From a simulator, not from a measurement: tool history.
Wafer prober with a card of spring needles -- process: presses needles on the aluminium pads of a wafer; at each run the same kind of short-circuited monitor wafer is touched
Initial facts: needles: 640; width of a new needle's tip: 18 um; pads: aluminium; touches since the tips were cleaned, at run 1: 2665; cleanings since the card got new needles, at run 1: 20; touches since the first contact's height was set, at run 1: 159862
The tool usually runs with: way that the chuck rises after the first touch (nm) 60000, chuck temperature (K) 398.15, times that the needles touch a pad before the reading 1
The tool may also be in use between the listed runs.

run,day,way that the chuck rises after the first touch (nm),chuck temperature (K),times that the needles touch a pad before the reading,touches since the tips were cleaned,cleanings since the card got new needles,touches since the first contact's height was set,resistance of one needle with its contact and lead (mohm),way that a needle slides on the pad (nm)
1,0.000,60000,398.15,1,2665,20,159862,289,13640
# day 0.371: tips cleaned on abrasive film
2,0.654,60000,398.15,2,3781,21,168533,289,13650
# day 0.925: tips cleaned on abrasive film
3,1.058,60000,398.15,2,1789,22,173854,290,13600
# day 1.458: tips cleaned on abrasive film
4,1.650,60000,398.15,2,2519,23,181658,288,13630
# day 2.000: tips cleaned on abrasive film
5,2.262,60000,398.15,1,3533,24,189786,289,13600
# day 2.583: tips cleaned on abrasive film
6,2.838,60000,398.15,1,3393,25,197361,292,13580
# day 3.142: tips cleaned on abrasive film
7,3.500,60000,398.15,1,4781,26,206130,290,13580
# day 3.729: tips cleaned on abrasive film
# day 4.112: height of the first contact set anew
# day 4.329: tips cleaned on abrasive film
8,4.329,60000,398.15,1,0,28,2830,287,13600
9,4.750,60000,398.15,1,5610,28,8440,289,13570
# day 4.892: tips cleaned on abrasive film
# day 5.417: tips cleaned on abrasive film
10,5.621,60000,398.15,1,2690,30,19911,296,13520
# day 5.967: tips cleaned on abrasive film
11,6.242,60000,398.15,1,3687,31,28156,288,13500
# day 6.533: tips cleaned on abrasive film
# day 7.075: tips cleaned on abrasive film
12,7.096,60000,398.15,1,247,33,39381,289,13500
13,7.554,60000,398.15,1,6341,33,45475,288,13450
# day 7.604: tips cleaned on abrasive film
14,8.058,60000,398.15,1,6098,34,52178,289,13470
# day 8.154: tips cleaned on abrasive film
15,8.462,55000,299.15,1,4099,35,57475,269,12340
# day 8.683: tips cleaned on abrasive film
# day 9.217: tips cleaned on abrasive film
16,9.275,60000,398.15,2,815,37,68213,293,13450
17,9.654,54000,350.15,2,5827,37,73225,275,12070
# day 9.775: tips cleaned on abrasive film
# day 10.350: tips cleaned on abrasive film
18,10.396,52000,378.15,1,590,39,82980,285,11580
# day 10.900: tips cleaned on abrasive film
19,11.225,46000,299.15,2,4285,40,93966,266,10260
# day 11.458: tips cleaned on abrasive film
20,11.938,45000,299.15,2,6371,41,103395,265,10020
# day 11.992: tips cleaned on abrasive film
# day 12.292: gauge calibrated
21,12.446,71000,397.15,2,6075,42,110154,288,16170

Alternative continuations, all from the tool just after run 21; predict every row:
# day 12.521: tips cleaned on abrasive film
# day 13.071: tips cleaned on abrasive film
A,13.071,71000,397.15,1,0,44,118366,?,?
# day 12.521: tips cleaned on abrasive film
# day 13.071: tips cleaned on abrasive film
B,13.071,71000,397.15,2,0,44,118366,?,?
# day 12.521: tips cleaned on abrasive film
# day 13.071: tips cleaned on abrasive film
C,13.071,67000,398.15,3,0,44,118366,?,?
# day 12.521: tips cleaned on abrasive film
# day 13.071: tips cleaned on abrasive film
D,13.071,71000,326.15,2,0,44,118366,?,?
# day 12.521: tips cleaned on abrasive film
# day 13.071: tips cleaned on abrasive film
E,13.071,69000,398.15,1,0,44,118366,?,?

run,resistance of one needle with its contact and lead (mohm),way that a needle slides on the pad (nm)
A,290,16120
B,286,16170
C,287,15220
D,262,16130
E,284,15660
Take away the tool's hidden state, keep each run's random variation, and the runs would have read:
run,resistance of one needle with its contact and lead (mohm),way that a needle slides on the pad (nm)
A,290,16140
B,286,16200
C,287,15240
D,262,16150
E,284,15680

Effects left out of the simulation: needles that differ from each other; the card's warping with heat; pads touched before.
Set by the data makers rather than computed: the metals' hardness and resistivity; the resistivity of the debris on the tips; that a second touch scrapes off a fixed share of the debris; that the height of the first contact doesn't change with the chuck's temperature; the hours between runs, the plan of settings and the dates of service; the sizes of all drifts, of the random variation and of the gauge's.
